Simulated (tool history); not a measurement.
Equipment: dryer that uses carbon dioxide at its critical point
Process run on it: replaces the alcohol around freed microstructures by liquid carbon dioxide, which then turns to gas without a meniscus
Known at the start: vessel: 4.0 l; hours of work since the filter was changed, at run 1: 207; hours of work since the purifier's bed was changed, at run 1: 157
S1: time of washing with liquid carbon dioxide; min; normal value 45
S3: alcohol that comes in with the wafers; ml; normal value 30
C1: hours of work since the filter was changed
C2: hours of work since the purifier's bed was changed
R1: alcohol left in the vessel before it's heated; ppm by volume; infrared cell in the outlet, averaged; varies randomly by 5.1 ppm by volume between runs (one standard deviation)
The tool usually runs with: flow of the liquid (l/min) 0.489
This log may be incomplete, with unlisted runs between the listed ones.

run 1 hour=0.0 | S1=45 flow_of_the_liquid_(l/min)=0.489 S3=30 | C1=207 C2=157 | R1=144
run 2 hour=14.6 | S1=45 flow_of_the_liquid_(l/min)=0.489 S3=30 | C1=218 C2=168 | R1=149
run 3 hour=29.4 | S1=45 flow_of_the_liquid_(l/min)=0.799 S3=30 | C1=230 C2=179 | R1=52
-- hour=39.6 inlet filter changed
run 4 hour=42.6 | S1=45 flow_of_the_liquid_(l/min)=0.489 S3=59 | C1=2 C2=189 | R1=208
run 5 hour=57.4 | S1=45 flow_of_the_liquid_(l/min)=0.489 S3=59 | C1=14 C2=201 | R1=194
run 6 hour=66.4 | S1=45 flow_of_the_liquid_(l/min)=0.489 S3=59 | C1=21 C2=208 | R1=193
run 7 hour=79.5 | S1=45 flow_of_the_liquid_(l/min)=0.489 S3=58 | C1=31 C2=218 | R1=193
run 8 hour=89.0 | S1=45 flow_of_the_liquid_(l/min)=0.489 S3=58 | C1=38 C2=225 | R1=205
run 9 hour=100.4 | S1=45 flow_of_the_liquid_(l/min)=0.489 S3=58 | C1=47 C2=234 | R1=211
run 10 hour=113.2 | S1=45 flow_of_the_liquid_(l/min)=0.489 S3=29 | C1=57 C2=244 | R1=134
run 11 hour=126.2 | S1=45 flow_of_the_liquid_(l/min)=0.489 S3=37 | C1=67 C2=254 | R1=166
run 12 hour=141.7 | S1=45 flow_of_the_liquid_(l/min)=0.489 S3=63 | C1=79 C2=266 | R1=234
run 13 hour=155.5 | S1=45 flow_of_the_liquid_(l/min)=0.489 S3=63 | C1=90 C2=277 | R1=237
run 14 hour=162.4 | S1=53 flow_of_the_liquid_(l/min)=0.489 S3=30 | C1=96 C2=282 | R1=106
run 15 hour=178.3 | S1=45 flow_of_the_liquid_(l/min)=0.489 S3=27 | C1=108 C2=295 | R1=140
run 16 hour=188.4 | S1=45 flow_of_the_liquid_(l/min)=0.485 S3=27 | C1=116 C2=303 | R1=141
run 17 hour=199.8 | S1=56 flow_of_the_liquid_(l/min)=0.356 S3=51 | C1=125 C2=311 | R1=314
run 18 hour=212.1 | S1=56 flow_of_the_liquid_(l/min)=0.356 S3=51 | C1=134 C2=321 | R1=316
run 19 hour=225.6 | S1=28 flow_of_the_liquid_(l/min)=0.471 S3=103 | C1=145 C2=331 | R1=1855
run 20 hour=232.6 | S1=32 flow_of_the_liquid_(l/min)=0.489 S3=101 | C1=150 C2=337 | R1=1117
run 21 hour=246.7 | S1=32 flow_of_the_liquid_(l/min)=0.489 S3=101 | C1=161 C2=348 | R1=1176
run 22 hour=258.4 | S1=42 flow_of_the_liquid_(l/min)=0.695 S3=83 | C1=170 C2=357 | R1=137
run 23 hour=266.3 | S1=46 flow_of_the_liquid_(l/min)=0.695 S3=41 | C1=176 C2=363 | R1=93
run 24 hour=276.5 | S1=58 flow_of_the_liquid_(l/min)=0.789 S3=23 | C1=184 C2=371 | R1=88
run 25 hour=292.5 | S1=49 flow_of_the_liquid_(l/min)=0.351 S3=23 | C1=197 C2=384 | R1=283
run 26 hour=306.7 | S1=49 flow_of_the_liquid_(l/min)=0.351 S3=23 | C1=208 C2=395 | R1=300
run 27 hour=319.2 | S1=38 flow_of_the_liquid_(l/min)=0.753 S3=65 | C1=218 C2=404 | R1=144
run 28 hour=332.5 | S1=38 flow_of_the_liquid_(l/min)=0.753 S3=65 | C1=228 C2=415 | R1=147
-- hour=345.8 inlet filter changed
run 29 hour=347.8 | S1=45 flow_of_the_liquid_(l/min)=0.644 S3=78 | C1=2 C2=426 | R1=140

Consider 4 possible next runs. They are alternatives, not a sequence: every one starts from the tool as it was left by run 29. What does each give?
run A hour=364.4 | S1=34 flow_of_the_liquid_(l/min)=0.644 S3=78 | C1=15 C2=439 | R1=?
run B hour=364.4 | S1=45 flow_of_the_liquid_(l/min)=0.489 S3=41 | C1=15 C2=439 | R1=?
run C hour=364.4 | S1=45 flow_of_the_liquid_(l/min)=0.489 S3=26 | C1=15 C2=439 | R1=?
run D hour=364.4 | S1=45 flow_of_the_liquid_(l/min)=0.350 S3=78 | C1=15 C2=439 | R1=?

run=A R1=301
run=B R1=206
run=C R1=176
run=D R1=870
With no hidden state in the tool, these same runs would have given:
run=A R1=196
run=B R1=104
run=C R1=73
run=D R1=756
